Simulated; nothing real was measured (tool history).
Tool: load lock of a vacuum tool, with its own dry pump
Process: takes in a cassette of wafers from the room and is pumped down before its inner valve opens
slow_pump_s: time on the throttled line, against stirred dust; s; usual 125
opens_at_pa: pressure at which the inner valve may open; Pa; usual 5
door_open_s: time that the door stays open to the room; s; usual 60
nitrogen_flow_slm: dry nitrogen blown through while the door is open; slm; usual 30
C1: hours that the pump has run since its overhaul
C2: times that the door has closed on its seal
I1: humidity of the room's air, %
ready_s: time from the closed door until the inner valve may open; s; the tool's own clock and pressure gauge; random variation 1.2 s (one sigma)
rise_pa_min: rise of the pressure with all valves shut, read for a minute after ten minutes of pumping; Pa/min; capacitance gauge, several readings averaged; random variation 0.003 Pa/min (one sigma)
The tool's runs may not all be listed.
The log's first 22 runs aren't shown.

run 23 day=255.079 | slow_pump_s=125 opens_at_pa=5 door_open_s=98 nitrogen_flow_slm=30 | C1=15327 C2=19620 | I1=43.4 | ready_s=207.2 rise_pa_min=0.124
run 24 day=268.838 | slow_pump_s=125 opens_at_pa=5 door_open_s=98 nitrogen_flow_slm=30 | C1=15657 C2=20081 | I1=44.7 | ready_s=207.0 rise_pa_min=0.125
run 25 day=282.867 | slow_pump_s=125 opens_at_pa=5 door_open_s=98 nitrogen_flow_slm=30 | C1=15994 C2=20551 | I1=50.1 | ready_s=206.2 rise_pa_min=0.134
run 26 day=292.412 | slow_pump_s=125 opens_at_pa=5 door_open_s=98 nitrogen_flow_slm=30 | C1=16223 C2=20871 | I1=48.6 | ready_s=207.3 rise_pa_min=0.132
run 27 day=303.021 | slow_pump_s=125 opens_at_pa=5 door_open_s=98 nitrogen_flow_slm=30 | C1=16477 C2=21227 | I1=42.7 | ready_s=207.5 rise_pa_min=0.132
run 28 day=310.158 | slow_pump_s=69 opens_at_pa=5 door_open_s=94 nitrogen_flow_slm=6 | C1=16649 C2=21466 | I1=45.6 | ready_s=164.9 rise_pa_min=0.159
run 29 day=322.758 | slow_pump_s=125 opens_at_pa=5 door_open_s=60 nitrogen_flow_slm=30 | C1=16951 C2=21889 | I1=47.9 | ready_s=210.8 rise_pa_min=0.139
run 30 day=330.917 | slow_pump_s=125 opens_at_pa=5 door_open_s=60 nitrogen_flow_slm=30 | C1=17147 C2=22162 | I1=45.7 | ready_s=210.5 rise_pa_min=0.141
run 31 day=344.879 | slow_pump_s=125 opens_at_pa=5 door_open_s=70 nitrogen_flow_slm=30 | C1=17482 C2=22630 | I1=43.7 | ready_s=208.8 rise_pa_min=0.144
run 32 day=353.946 | slow_pump_s=226 opens_at_pa=5 door_open_s=70 nitrogen_flow_slm=10 | C1=17700 C2=22934 | I1=46.4 | ready_s=287.9 rise_pa_min=0.165

Predict each of these 5 candidate next runs independently; none follows another, all start after run 32:
run A day=365.758 | slow_pump_s=226 opens_at_pa=6 door_open_s=36 nitrogen_flow_slm=36 | C1=17983 C2=23330 | I1=44.7 | ready_s=? rise_pa_min=?
run B day=365.758 | slow_pump_s=148 opens_at_pa=5 door_open_s=88 nitrogen_flow_slm=7 | C1=17983 C2=23330 | I1=44.0 | ready_s=? rise_pa_min=?
run C day=365.758 | slow_pump_s=125 opens_at_pa=6 door_open_s=60 nitrogen_flow_slm=30 | C1=17983 C2=23330 | I1=43.0 | ready_s=? rise_pa_min=?
run D day=365.758 | slow_pump_s=226 opens_at_pa=9 door_open_s=70 nitrogen_flow_slm=42 | C1=17983 C2=23330 | I1=42.5 | ready_s=? rise_pa_min=?
run E day=365.758 | slow_pump_s=210 opens_at_pa=5 door_open_s=70 nitrogen_flow_slm=34 | C1=17983 C2=23330 | I1=43.1 | ready_s=? rise_pa_min=?

run=A ready_s=280.4 rise_pa_min=0.138
run=B ready_s=226.8 rise_pa_min=0.174
run=C ready_s=209.2 rise_pa_min=0.144
run=D ready_s=281.1 rise_pa_min=0.139
run=E ready_s=274.4 rise_pa_min=0.145
What these runs would have given with no unlogged condition in the tool:
run=A ready_s=270.8 rise_pa_min=0.025
run=B ready_s=213.9 rise_pa_min=0.063
run=C ready_s=195.9 rise_pa_min=0.032
run=D ready_s=272.2 rise_pa_min=0.027
run=E ready_s=263.8 rise_pa_min=0.034
